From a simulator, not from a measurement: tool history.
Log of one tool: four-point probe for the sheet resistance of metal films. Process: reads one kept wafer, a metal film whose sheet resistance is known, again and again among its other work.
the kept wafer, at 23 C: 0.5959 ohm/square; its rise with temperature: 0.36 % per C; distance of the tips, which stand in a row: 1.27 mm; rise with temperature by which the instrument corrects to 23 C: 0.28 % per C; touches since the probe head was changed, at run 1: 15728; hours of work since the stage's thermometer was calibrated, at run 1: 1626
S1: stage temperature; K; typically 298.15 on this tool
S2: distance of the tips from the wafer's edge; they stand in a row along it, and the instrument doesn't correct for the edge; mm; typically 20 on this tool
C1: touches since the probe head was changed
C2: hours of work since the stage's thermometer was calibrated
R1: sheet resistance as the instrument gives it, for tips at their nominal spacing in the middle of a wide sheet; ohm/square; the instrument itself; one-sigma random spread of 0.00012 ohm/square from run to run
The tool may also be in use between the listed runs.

{"run": 1, "hour": 0.0, "S1": 298.15, "S2": 20, "C1": 15728, "C2": 1626, "R1": 0.599803}
{"run": 2, "hour": 23.3, "S1": 298.15, "S2": 20, "C1": 16401, "C2": 1644, "R1": 0.599584}
{"hour": 41.9, "done": "stage's thermometer calibrated"}
{"run": 3, "hour": 54.1, "S1": 298.15, "S2": 4, "C1": 17275, "C2": 9, "R1": 0.627876}
{"run": 4, "hour": 104.3, "S1": 298.15, "S2": 4, "C1": 18722, "C2": 46, "R1": 0.627409}
{"run": 5, "hour": 140.5, "S1": 298.15, "S2": 20, "C1": 19768, "C2": 73, "R1": 0.598164}
{"run": 6, "hour": 193.9, "S1": 298.15, "S2": 20, "C1": 21307, "C2": 113, "R1": 0.598272}
{"run": 7, "hour": 220.3, "S1": 298.15, "S2": 20, "C1": 22071, "C2": 133, "R1": 0.598211}
{"run": 8, "hour": 262.2, "S1": 298.15, "S2": 20, "C1": 23279, "C2": 164, "R1": 0.598334}
{"run": 9, "hour": 298.2, "S1": 298.15, "S2": 20, "C1": 24319, "C2": 190, "R1": 0.598069}
{"run": 10, "hour": 324.0, "S1": 298.15, "S2": 20, "C1": 25063, "C2": 210, "R1": 0.598128}
{"run": 11, "hour": 375.0, "S1": 298.15, "S2": 20, "C1": 26533, "C2": 247, "R1": 0.598156}
{"run": 12, "hour": 399.2, "S1": 308.15, "S2": 20, "C1": 27232, "C2": 266, "R1": 0.60289}
{"run": 13, "hour": 439.2, "S1": 308.15, "S2": 20, "C1": 28387, "C2": 295, "R1": 0.602756}
{"run": 14, "hour": 477.2, "S1": 306.15, "S2": 20, "C1": 29482, "C2": 323, "R1": 0.601811}
{"run": 15, "hour": 502.6, "S1": 306.15, "S2": 20, "C1": 30214, "C2": 342, "R1": 0.601497}
{"run": 16, "hour": 524.3, "S1": 306.15, "S2": 20, "C1": 30842, "C2": 358, "R1": 0.601858}
{"run": 17, "hour": 554.1, "S1": 306.15, "S2": 20, "C1": 31700, "C2": 381, "R1": 0.601456}
{"run": 18, "hour": 579.4, "S1": 306.15, "S2": 20, "C1": 32431, "C2": 399, "R1": 0.601797}
{"run": 19, "hour": 631.2, "S1": 306.15, "S2": 20, "C1": 33926, "C2": 438, "R1": 0.601765}
{"run": 20, "hour": 674.2, "S1": 298.15, "S2": 20, "C1": 35167, "C2": 470, "R1": 0.597871}
{"run": 21, "hour": 725.8, "S1": 298.15, "S2": 20, "C1": 36656, "C2": 508, "R1": 0.597669}
{"run": 22, "hour": 769.1, "S1": 298.15, "S2": 20, "C1": 37905, "C2": 540, "R1": 0.597436}
{"run": 23, "hour": 813.5, "S1": 302.15, "S2": 6, "C1": 39187, "C2": 573, "R1": 0.612355}
{"run": 24, "hour": 854.0, "S1": 299.15, "S2": 65, "C1": 40354, "C2": 603, "R1": 0.596779}
{"run": 25, "hour": 876.3, "S1": 301.15, "S2": 6, "C1": 40999, "C2": 620, "R1": 0.611927}
{"run": 26, "hour": 914.1, "S1": 301.15, "S2": 61, "C1": 42090, "C2": 648, "R1": 0.597915}
{"run": 27, "hour": 945.8, "S1": 303.15, "S2": 19, "C1": 43003, "C2": 672, "R1": 0.600038}
{"run": 28, "hour": 979.7, "S1": 306.15, "S2": 19, "C1": 43980, "C2": 697, "R1": 0.601402}
{"run": 29, "hour": 1007.7, "S1": 296.15, "S2": 37, "C1": 44791, "C2": 718, "R1": 0.59519}
{"run": 30, "hour": 1056.6, "S1": 300.15, "S2": 20, "C1": 46201, "C2": 754, "R1": 0.598315}
{"run": 31, "hour": 1092.4, "S1": 297.15, "S2": 31, "C1": 47235, "C2": 781, "R1": 0.596001}
{"run": 32, "hour": 1119.6, "S1": 298.15, "S2": 22, "C1": 48019, "C2": 801, "R1": 0.596801}
{"run": 33, "hour": 1159.5, "S1": 297.15, "S2": 13, "C1": 49169, "C2": 831, "R1": 0.598436}
{"run": 34, "hour": 1211.6, "S1": 298.15, "S2": 5, "C1": 50672, "C2": 869, "R1": 0.615719}
{"run": 35, "hour": 1255.7, "S1": 291.15, "S2": 5, "C1": 51945, "C2": 902, "R1": 0.612321}
{"run": 36, "hour": 1294.2, "S1": 291.15, "S2": 5, "C1": 53056, "C2": 931, "R1": 0.611982}
{"run": 37, "hour": 1325.6, "S1": 291.15, "S2": 4, "C1": 53962, "C2": 954, "R1": 0.622474}
{"run": 38, "hour": 1355.1, "S1": 300.15, "S2": 7, "C1": 54813, "C2": 976, "R1": 0.607146}
{"run": 39, "hour": 1385.6, "S1": 300.15, "S2": 7, "C1": 55692, "C2": 999, "R1": 0.607187}
{"run": 40, "hour": 1421.3, "S1": 300.15, "S2": 7, "C1": 56722, "C2": 1025, "R1": 0.606986}
{"run": 41, "hour": 1452.3, "S1": 301.15, "S2": 20, "C1": 57617, "C2": 1048, "R1": 0.59852}
{"run": 42, "hour": 1476.2, "S1": 300.15, "S2": 3, "C1": 58308, "C2": 1066, "R1": 0.64849}
{"run": 43, "hour": 1523.2, "S1": 307.15, "S2": 37, "C1": 59663, "C2": 1101, "R1": 0.600547}
{"run": 44, "hour": 1555.5, "S1": 307.15, "S2": 37, "C1": 60594, "C2": 1125, "R1": 0.600096}

Hidden state at the last listed run before each entry between runs and at the first one after, where it differs:
Logged between run 2 and run 3: stage's thermometer calibrated (hour 41.9)
  inner tips' distance over the nominal, %: 0.057 -> 0.05; wafer's true temperature over the reading, C: 0.47 -> -0.05
  measured value less the no-hidden-state value, R1: +0.00137 -> +0.000211 ohm/square

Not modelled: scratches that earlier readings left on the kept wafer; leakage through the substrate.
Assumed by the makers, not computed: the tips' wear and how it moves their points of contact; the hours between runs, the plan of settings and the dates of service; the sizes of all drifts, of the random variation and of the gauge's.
